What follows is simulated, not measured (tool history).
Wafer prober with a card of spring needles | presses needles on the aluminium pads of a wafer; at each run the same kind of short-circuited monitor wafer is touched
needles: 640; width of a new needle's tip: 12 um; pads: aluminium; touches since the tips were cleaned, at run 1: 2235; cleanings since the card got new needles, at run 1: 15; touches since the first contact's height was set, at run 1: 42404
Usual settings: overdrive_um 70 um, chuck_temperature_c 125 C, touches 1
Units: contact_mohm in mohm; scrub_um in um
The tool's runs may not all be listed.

| run | hour | overdrive_um | chuck_temperature_c | touches | touches since the tips were cleaned | cleanings since the card got new needles | touches since the first contact's height was set | contact_mohm | scrub_um |
|---|---|---|---|---|---|---|---|---|---|
| 1 | 0 | 70 | 125 | 1 | 2235 | 15 | 42404 | 285 | 8.36 |
|  | 2.1 | tips cleaned on abrasive film |
| 2 | 11 | 51 | 125 | 1 | 1640 | 16 | 44412 | 351 | 5.91 |
|  | 16 | tips cleaned on abrasive film |
| 3 | 24.1 | 51 | 125 | 1 | 1483 | 17 | 46792 | 303 | 6.01 |
|  | 29.8 | tips cleaned on abrasive film |
|  | 31.7 | tips cleaned on abrasive film, once more |
| 4 | 32.6 | 70 | 125 | 1 | 166 | 19 | 48314 | 270 | 8.2 |
|  | 45.3 | tips cleaned on abrasive film |
| 5 | 45.5 | 70 | 125 | 1 | 34 | 20 | 50669 | 271 | 8.25 |
| 6 | 54.3 | 70 | 125 | 1 | 1659 | 20 | 52294 | 287 | 8.24 |
|  | 59.6 | tips cleaned on abrasive film |
| 7 | 70.9 | 87 | 125 | 1 | 2076 | 21 | 55317 | 288 | 10.32 |
|  | 73.9 | tips cleaned on abrasive film |
| 8 | 84.7 | 87 | 125 | 1 | 1993 | 22 | 57842 | 283 | 10.29 |
|  | 87.6 | tips cleaned on abrasive film |
| 9 | 97.7 | 87 | 125 | 1 | 1853 | 23 | 60202 | 280 | 10.26 |
|  | 101.2 | tips cleaned on abrasive film |
|  | 114.7 | tips cleaned on abrasive film |
| 10 | 114.7 | 87 | 125 | 1 | 0 | 25 | 63299 | 265 | 10.3 |
| 11 | 127.3 | 70 | 125 | 2 | 2305 | 25 | 65604 | 282 | 8.23 |
|  | 128.4 | tips cleaned on abrasive film |
| 12 | 138.8 | 70 | 115 | 1 | 1925 | 26 | 67713 | 286 | 8.18 |
|  | 142.5 | tips cleaned on abrasive film |
| 13 | 152.3 | 70 | 83 | 1 | 1794 | 27 | 70167 | 279 | 8.19 |
|  | 156.6 | tips cleaned on abrasive film |
| 14 | 161.5 | 70 | 83 | 1 | 904 | 28 | 71841 | 269 | 8.18 |
|  | 170.6 | tips cleaned on abrasive film |
| 15 | 174.2 | 70 | 125 | 1 | 672 | 29 | 74156 | 278 | 8.24 |
| 16 | 182.1 | 70 | 125 | 1 | 2122 | 29 | 75606 | 289 | 8.2 |
|  | 184 | tips cleaned on abrasive film |
| 17 | 195.5 | 70 | 125 | 1 | 2098 | 30 | 78039 | 291 | 8.21 |
|  | 198.1 | tips cleaned on abrasive film |
| 18 | 208 | 75 | 125 | 1 | 1814 | 31 | 80322 | 285 | 8.79 |
|  | 212.1 | tips cleaned on abrasive film |
| 19 | 222.8 | 75 | 125 | 1 | 1960 | 32 | 83028 | 288 | 8.77 |
|  | 226.5 | tips cleaned on abrasive film |
| 20 | 237 | 75 | 125 | 1 | 1921 | 33 | 85611 | 290 | 8.83 |
|  | 240.7 | tips cleaned on abrasive film |
| 21 | 248.7 | 75 | 125 | 1 | 1469 | 34 | 87749 | 280 | 8.78 |
|  | 254.3 | tips cleaned on abrasive film |
| 22 | 260.2 | 70 | 125 | 1 | 1091 | 35 | 89843 | 284 | 8.18 |
|  | 268.1 | tips cleaned on abrasive film |
| 23 | 276 | 70 | 41 | 1 | 1460 | 36 | 92736 | 262 | 8.14 |
|  | 282.5 | tips cleaned on abrasive film |
| 24 | 287.8 | 70 | 68 | 1 | 982 | 37 | 94878 | 266 | 8.18 |
|  | 296.7 | tips cleaned on abrasive film |
| 25 | 297.2 | 70 | 68 | 1 | 96 | 38 | 96594 | 258 | 8.06 |
|  | 310.7 | tips cleaned on abrasive film |
| 26 | 313.4 | 70 | 68 | 1 | 498 | 39 | 99548 | 267 | 8.03 |
|  | 325.1 | tips cleaned on abrasive film |
| 27 | 325.1 | 70 | 25 | 2 | 0 | 40 | 101669 | 242 | 8.08 |
| 28 | 332.9 | 70 | 41 | 1 | 1445 | 40 | 103114 | 266 | 8.02 |
|  | 339.2 | tips cleaned on abrasive film |
| 29 | 340.7 | 70 | 41 | 1 | 273 | 41 | 104518 | 252 | 8.1 |
| 30 | 350.7 | 70 | 46 | 1 | 2107 | 41 | 106352 | 272 | 8.14 |
|  | 352.7 | tips cleaned on abrasive film |
|  | 366.5 | tips cleaned on abrasive film |
| 31 | 367.8 | 70 | 46 | 1 | 238 | 43 | 109469 | 252 | 8.11 |
| 32 | 375.4 | 72 | 95 | 3 | 1633 | 43 | 110864 | 269 | 8.28 |
|  | 380.2 | tips cleaned on abrasive film |
| 33 | 385.5 | 85 | 63 | 3 | 965 | 44 | 112694 | 258 | 9.86 |

Some steps in contact_mohm between neighbouring runs. How much of each would the tool show without its hidden state too (settings, what came in, random variation), and how much is left for the hidden state, with any gauge scatter that isn't in both results?
The hidden state here: debris on the tips, nm; way that the needles fall short of the set height, um; tips' diameter, um; drift of the gauge itself on contact_mohm, %; drift of the gauge itself on scrub_um, %.
Run 1 -> 2: overdrive_um 70 -> 51, tips cleaned on abrasive film. contact_mohm +66 mohm: hidden state +57, all else +9.
Run 2 -> 3: tips cleaned on abrasive film. contact_mohm -48 mohm: hidden state -48, all else +0.
Run 3 -> 4: overdrive_um 51 -> 70, tips cleaned on abrasive film, tips cleaned on abrasive film, once more. contact_mohm -33 mohm: hidden state -29, all else -4.
